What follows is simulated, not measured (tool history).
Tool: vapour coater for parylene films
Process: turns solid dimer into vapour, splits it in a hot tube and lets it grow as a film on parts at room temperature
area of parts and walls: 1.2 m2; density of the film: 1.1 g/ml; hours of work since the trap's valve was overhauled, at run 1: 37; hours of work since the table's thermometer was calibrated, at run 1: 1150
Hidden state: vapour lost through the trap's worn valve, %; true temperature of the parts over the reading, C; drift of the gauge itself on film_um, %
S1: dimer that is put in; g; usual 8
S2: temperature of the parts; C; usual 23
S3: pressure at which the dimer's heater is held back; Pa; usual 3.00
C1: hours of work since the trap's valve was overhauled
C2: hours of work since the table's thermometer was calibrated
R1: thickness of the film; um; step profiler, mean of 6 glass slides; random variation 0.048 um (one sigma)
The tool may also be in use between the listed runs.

{"run": 1, "hour": 0.0, "S1": 8, "S2": 23, "S3": 3.0, "C1": 37, "C2": 1150, "R1": 5.4}
{"run": 2, "hour": 59.7, "S1": 4, "S2": 23, "S3": 3.0, "C1": 83, "C2": 1196, "R1": 2.63}
{"run": 3, "hour": 106.8, "S1": 8, "S2": 23, "S3": 3.0, "C1": 120, "C2": 1232, "R1": 5.23}
{"run": 4, "hour": 141.4, "S1": 8, "S2": 23, "S3": 3.0, "C1": 146, "C2": 1259, "R1": 5.09}
{"run": 5, "hour": 186.0, "S1": 8, "S2": 19, "S3": 3.0, "C1": 181, "C2": 1293, "R1": 5.54}
{"run": 6, "hour": 253.7, "S1": 8, "S2": 23, "S3": 3.0, "C1": 233, "C2": 1346, "R1": 5.08}
{"run": 7, "hour": 290.2, "S1": 8, "S2": 15, "S3": 3.0, "C1": 262, "C2": 1374, "R1": 5.38}
{"hour": 298.4, "done": "trap's valve overhauled"}
{"run": 8, "hour": 326.0, "S1": 8, "S2": 23, "S3": 3.0, "C1": 21, "C2": 1399, "R1": 5.38}
{"run": 9, "hour": 380.5, "S1": 8, "S2": 23, "S3": 3.0, "C1": 64, "C2": 1441, "R1": 5.25}
{"run": 10, "hour": 431.1, "S1": 8, "S2": 23, "S3": 3.0, "C1": 103, "C2": 1480, "R1": 5.23}
{"run": 11, "hour": 488.3, "S1": 8, "S2": 23, "S3": 3.0, "C1": 147, "C2": 1524, "R1": 5.05}
{"run": 12, "hour": 532.1, "S1": 8, "S2": 23, "S3": 3.0, "C1": 181, "C2": 1558, "R1": 5.0}
{"run": 13, "hour": 604.4, "S1": 8, "S2": 22, "S3": 3.0, "C1": 237, "C2": 1614, "R1": 5.16}
{"hour": 646.5, "done": "trap's valve overhauled"}
{"run": 14, "hour": 662.2, "S1": 8, "S2": 23, "S3": 3.43, "C1": 12, "C2": 1656, "R1": 5.18}
{"run": 15, "hour": 719.2, "S1": 8, "S2": 23, "S3": 3.43, "C1": 56, "C2": 1700, "R1": 5.08}
{"run": 16, "hour": 767.8, "S1": 8, "S2": 23, "S3": 4.35, "C1": 94, "C2": 1738, "R1": 4.79}
{"run": 17, "hour": 801.2, "S1": 8, "S2": 30, "S3": 3.0, "C1": 120, "C2": 1763, "R1": 4.05}
{"run": 18, "hour": 849.6, "S1": 4, "S2": 30, "S3": 3.0, "C1": 157, "C2": 1801, "R1": 2.01}
{"run": 19, "hour": 889.9, "S1": 4, "S2": 30, "S3": 3.0, "C1": 188, "C2": 1832, "R1": 1.96}
{"hour": 921.0, "done": "table's thermometer calibrated"}
{"run": 20, "hour": 958.2, "S1": 4, "S2": 30, "S3": 3.0, "C1": 240, "C2": 29, "R1": 2.01}
{"hour": 991.5, "done": "trap's valve overhauled"}
{"run": 21, "hour": 1004.5, "S1": 4, "S2": 30, "S3": 3.0, "C1": 10, "C2": 62, "R1": 2.11}
{"run": 22, "hour": 1061.9, "S1": 4, "S2": 30, "S3": 3.0, "C1": 54, "C2": 106, "R1": 2.07}
{"run": 23, "hour": 1133.1, "S1": 4, "S2": 30, "S3": 3.0, "C1": 110, "C2": 161, "R1": 2.01}
{"run": 24, "hour": 1198.4, "S1": 4, "S2": 30, "S3": 3.0, "C1": 160, "C2": 212, "R1": 2.01}
{"run": 25, "hour": 1266.0, "S1": 4, "S2": 30, "S3": 3.0, "C1": 212, "C2": 264, "R1": 1.99}
{"run": 26, "hour": 1304.7, "S1": 4, "S2": 31, "S3": 5.15, "C1": 242, "C2": 294, "R1": 1.61}
{"hour": 1339.9, "done": "trap's valve overhauled"}
{"run": 27, "hour": 1381.6, "S1": 6, "S2": 34, "S3": 3.0, "C1": 32, "C2": 350, "R1": 2.74}
{"run": 28, "hour": 1422.8, "S1": 6, "S2": 34, "S3": 2.28, "C1": 64, "C2": 382, "R1": 2.8}
{"run": 29, "hour": 1457.0, "S1": 6, "S2": 19, "S3": 2.58, "C1": 91, "C2": 409, "R1": 4.32}
{"run": 30, "hour": 1505.5, "S1": 5, "S2": 27, "S3": 5.2, "C1": 128, "C2": 446, "R1": 2.37}
{"run": 31, "hour": 1576.1, "S1": 3, "S2": 23, "S3": 3.84, "C1": 183, "C2": 501, "R1": 1.81}
{"run": 32, "hour": 1623.1, "S1": 3, "S2": 23, "S3": 3.84, "C1": 219, "C2": 537, "R1": 1.77}

Run 33 comes next. What will it give?
{"hour": 1683.0, "done": "trap's valve overhauled"}
{"run": 33, "hour": 1688.9, "S1": 3, "S2": 23, "S3": 3.84, "C1": 5, "C2": 585, "R1": "?"}

{"run 33": {"R1": 1.89}}
Without the tool's hidden state the same run would have given R1 1.92 um.

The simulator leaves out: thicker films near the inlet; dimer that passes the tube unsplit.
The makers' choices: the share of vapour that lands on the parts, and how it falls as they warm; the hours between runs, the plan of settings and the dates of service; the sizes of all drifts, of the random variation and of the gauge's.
